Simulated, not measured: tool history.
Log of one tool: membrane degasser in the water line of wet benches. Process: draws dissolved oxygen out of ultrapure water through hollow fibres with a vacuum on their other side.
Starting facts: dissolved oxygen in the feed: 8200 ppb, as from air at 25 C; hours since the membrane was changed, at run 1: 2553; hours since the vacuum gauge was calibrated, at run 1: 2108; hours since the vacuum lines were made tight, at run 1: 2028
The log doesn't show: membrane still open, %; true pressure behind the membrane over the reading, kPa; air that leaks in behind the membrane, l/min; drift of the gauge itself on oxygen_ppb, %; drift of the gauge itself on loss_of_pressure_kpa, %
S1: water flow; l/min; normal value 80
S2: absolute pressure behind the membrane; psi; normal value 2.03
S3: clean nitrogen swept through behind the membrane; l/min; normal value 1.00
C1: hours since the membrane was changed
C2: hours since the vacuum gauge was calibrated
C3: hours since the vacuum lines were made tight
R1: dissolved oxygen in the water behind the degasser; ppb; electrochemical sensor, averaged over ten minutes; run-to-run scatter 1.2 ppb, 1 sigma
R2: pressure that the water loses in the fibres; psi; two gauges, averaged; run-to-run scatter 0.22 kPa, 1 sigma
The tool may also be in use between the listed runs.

run 1 day=0.000 | S1=80 S2=2.03 S3=1.00 | C1=2553 C2=2108 C3=2028 | R1=1292.8 R2=8.105
run 2 day=2.896 | S1=80 S2=2.03 S3=1.00 | C1=2622 C2=2178 C3=2098 | R1=1292.8 R2=8.154
run 3 day=5.521 | S1=80 S2=2.03 S3=1.00 | C1=2685 C2=2241 C3=2161 | R1=1291.8 R2=8.157
run 4 day=8.812 | S1=80 S2=2.03 S3=1.00 | C1=2764 C2=2320 C3=2240 | R1=1291.5 R2=8.095
run 5 day=11.879 | S1=80 S2=2.03 S3=1.00 | C1=2838 C2=2393 C3=2313 | R1=1291.9 R2=8.170
run 6 day=13.654 | S1=80 S2=4.61 S3=1.00 | C1=2881 C2=2436 C3=2356 | R1=2830.1 R2=8.180
run 7 day=17.038 | S1=80 S2=4.61 S3=1.00 | C1=2962 C2=2517 C3=2437 | R1=2836.8 R2=8.157
run 8 day=18.683 | S1=80 S2=2.03 S3=1.41 | C1=3001 C2=2557 C3=2476 | R1=1036.2 R2=8.166
run 9 day=20.571 | S1=80 S2=1.71 S3=1.41 | C1=3047 C2=2602 C3=2522 | R1=844.9 R2=8.208
run 10 day=22.046 | S1=75 S2=2.03 S3=1.00 | C1=3082 C2=2637 C3=2557 | R1=1243.3 R2=7.628
run 11 day=24.200 | S1=75 S2=2.03 S3=1.00 | C1=3134 C2=2689 C3=2609 | R1=1240.0 R2=7.706
run 12 day=26.546 | S1=75 S2=2.03 S3=1.00 | C1=3190 C2=2745 C3=2665 | R1=1242.0 R2=7.691
run 13 day=28.067 | S1=80 S2=2.03 S3=1.00 | C1=3227 C2=2782 C3=2702 | R1=1291.1 R2=8.208
run 14 day=30.079 | S1=80 S2=2.86 S3=1.00 | C1=3275 C2=2830 C3=2750 | R1=1857.2 R2=8.190
run 15 day=32.029 | S1=80 S2=2.86 S3=1.00 | C1=3322 C2=2877 C3=2797 | R1=1853.4 R2=8.203
run 16 day=34.879 | S1=80 S2=2.03 S3=1.90 | C1=3390 C2=2945 C3=2865 | R1=840.7 R2=8.274
run 17 day=38.292 | S1=80 S2=2.03 S3=1.90 | C1=3472 C2=3027 C3=2947 | R1=840.1 R2=8.257
run 18 day=39.721 | S1=89 S2=2.03 S3=1.00 | C1=3506 C2=3061 C3=2981 | R1=1381.6 R2=9.124
run 19 day=42.808 | S1=116 S2=2.03 S3=1.00 | C1=3580 C2=3136 C3=3055 | R1=1612.5 R2=11.945
run 20 day=45.900 | S1=116 S2=2.03 S3=1.00 | C1=3655 C2=3210 C3=3130 | R1=1609.8 R2=11.944
run 21 day=49.321 | S1=80 S2=2.34 S3=1.00 | C1=3737 C2=3292 C3=3212 | R1=1509.2 R2=8.190
run 22 day=52.483 | S1=104 S2=2.03 S3=0.93 | C1=3813 C2=3368 C3=3288 | R1=1576.7 R2=10.752
run 23 day=54.983 | S1=73 S2=2.51 S3=0.48 | C1=3873 C2=3428 C3=3348 | R1=2296.1 R2=7.506
run 24 day=58.050 | S1=93 S2=2.65 S3=1.00 | C1=3946 C2=3501 C3=3421 | R1=1882.7 R2=9.557

The next listed run, before its measurement:
run 25 day=59.521 | S1=80 S2=1.49 S3=0.48 | C1=3981 C2=3537 C3=3457 | R1=? R2=?

{"run 25": {"R1": 1334.1, "R2": 8.228}}
Had the tool carried no hidden state, the very same run would have given R1 1327.2 ppb, R2 7.884 psi.

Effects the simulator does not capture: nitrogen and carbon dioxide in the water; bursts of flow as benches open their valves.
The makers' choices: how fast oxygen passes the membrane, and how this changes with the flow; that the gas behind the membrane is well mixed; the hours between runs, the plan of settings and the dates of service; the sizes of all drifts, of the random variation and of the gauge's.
